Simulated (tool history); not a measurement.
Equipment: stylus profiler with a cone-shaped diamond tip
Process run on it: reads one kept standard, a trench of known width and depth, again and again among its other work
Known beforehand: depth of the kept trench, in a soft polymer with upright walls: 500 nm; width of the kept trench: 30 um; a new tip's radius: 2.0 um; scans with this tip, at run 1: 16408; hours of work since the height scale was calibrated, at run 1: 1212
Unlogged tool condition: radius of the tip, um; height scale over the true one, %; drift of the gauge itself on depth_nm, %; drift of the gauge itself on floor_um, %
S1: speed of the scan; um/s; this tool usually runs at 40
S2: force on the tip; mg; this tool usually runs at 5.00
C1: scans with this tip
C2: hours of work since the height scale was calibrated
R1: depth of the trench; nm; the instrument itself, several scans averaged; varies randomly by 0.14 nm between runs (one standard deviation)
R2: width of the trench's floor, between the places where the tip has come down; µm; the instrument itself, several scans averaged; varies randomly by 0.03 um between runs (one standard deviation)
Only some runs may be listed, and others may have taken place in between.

Run 1, hour 0.0: usual settings; C1 16408; C2 1212. Result: R1 511.38 nm, R2 25.45 µm.
At hour 15.3: new tip fitted, height scale calibrated.
Run 2, hour 47.3: usual settings but S2 4.17 mg; C1 327; C2 24. Result: R1 507.26 nm, R2 27.17 µm.
Run 3, hour 92.0: usual settings but S2 4.17 mg; C1 784; C2 58. Result: R1 507.28 nm, R2 27.13 µm.
Run 4, hour 135.1: usual settings but S2 4.17 mg; C1 1226; C2 91. Result: R1 507.33 nm, R2 27.02 µm.
Run 5, hour 175.5: usual settings but S2 7.17 mg; C1 1639; C2 121. Result: R1 510.46 nm, R2 27.00 µm.
Run 6, hour 206.0: usual settings but S2 10.11 mg; C1 1951; C2 144. Result: R1 513.36 nm, R2 26.99 µm.
Run 7, hour 234.5: usual settings but S2 8.15 mg; C1 2243; C2 166. Result: R1 511.53 nm, R2 26.98 µm.
Run 8, hour 283.7: usual settings; C1 2746; C2 203. Result: R1 508.50 nm, R2 26.81 µm.
Run 9, hour 317.8: usual settings; C1 3095; C2 229. Result: R1 508.53 nm, R2 26.81 µm.
Run 10, hour 366.5: usual settings but S2 10.62 mg; C1 3593; C2 265. Result: R1 513.83 nm, R2 26.76 µm.
Run 11, hour 407.5: usual settings but S2 10.62 mg; C1 4013; C2 297. Result: R1 514.03 nm, R2 26.71 µm.
Run 12, hour 458.0: usual settings but S1 12 um/s, S2 4.41 mg; C1 4530; C2 335. Result: R1 508.33 nm, R2 26.74 µm.
Run 13, hour 504.5: usual settings but S1 23 um/s, S2 4.16 mg; C1 5005; C2 370. Result: R1 508.12 nm, R2 26.60 µm.
Run 14, hour 529.2: usual settings but S2 6.41 mg; C1 5258; C2 388. Result: R1 510.13 nm, R2 26.55 µm.
Run 15, hour 552.1: usual settings but S2 6.41 mg; C1 5492; C2 406. Result: R1 510.68 nm, R2 26.54 µm.
Run 16, hour 587.6: usual settings but S1 64 um/s, S2 6.21 mg; C1 5855; C2 433. Result: R1 510.20 nm, R2 26.44 µm.
Run 17, hour 638.3: usual settings but S1 24 um/s, S2 13.88 mg; C1 6374; C2 471. Result: R1 516.89 nm, R2 26.49 µm.
Run 18, hour 665.7: usual settings but S1 24 um/s, S2 13.88 mg; C1 6655; C2 492. Result: R1 516.66 nm, R2 26.42 µm.
Run 19, hour 700.9: usual settings but S1 111 um/s, S2 8.51 mg; C1 7015; C2 518. Result: R1 512.95 nm, R2 26.20 µm.
Run 20, hour 734.4: usual settings but S1 150 um/s, S2 1.96 mg; C1 7358; C2 544. Result: R1 505.35 nm, R2 25.68 µm.
Run 21, hour 765.3: usual settings but S1 38 um/s, S2 12.89 mg; C1 7674; C2 567. Result: R1 516.51 nm, R2 26.36 µm.

Each row is a separate what-if for the run after 21, all from the same tool condition, not one after another. Results?
Run A, hour 798.6: usual settings but S1 12 um/s, S2 2.61 mg; C1 8015; C2 592. Result: R1 ?, R2 ?.
Run B, hour 798.6: usual settings but S1 62 um/s, S2 8.36 mg; C1 8015; C2 592. Result: R1 ?, R2 ?.
Run C, hour 798.6: usual settings but S2 9.57 mg; C1 8015; C2 592. Result: R1 ?, R2 ?.

run      R1     R2
  A  506.55  26.32
  B  512.90  26.19
  C  513.76  26.25
With no hidden state in the tool, these same runs would have given:
run      R1     R2
  A  504.99  27.30
  B  511.33  27.18
  C  512.18  27.24
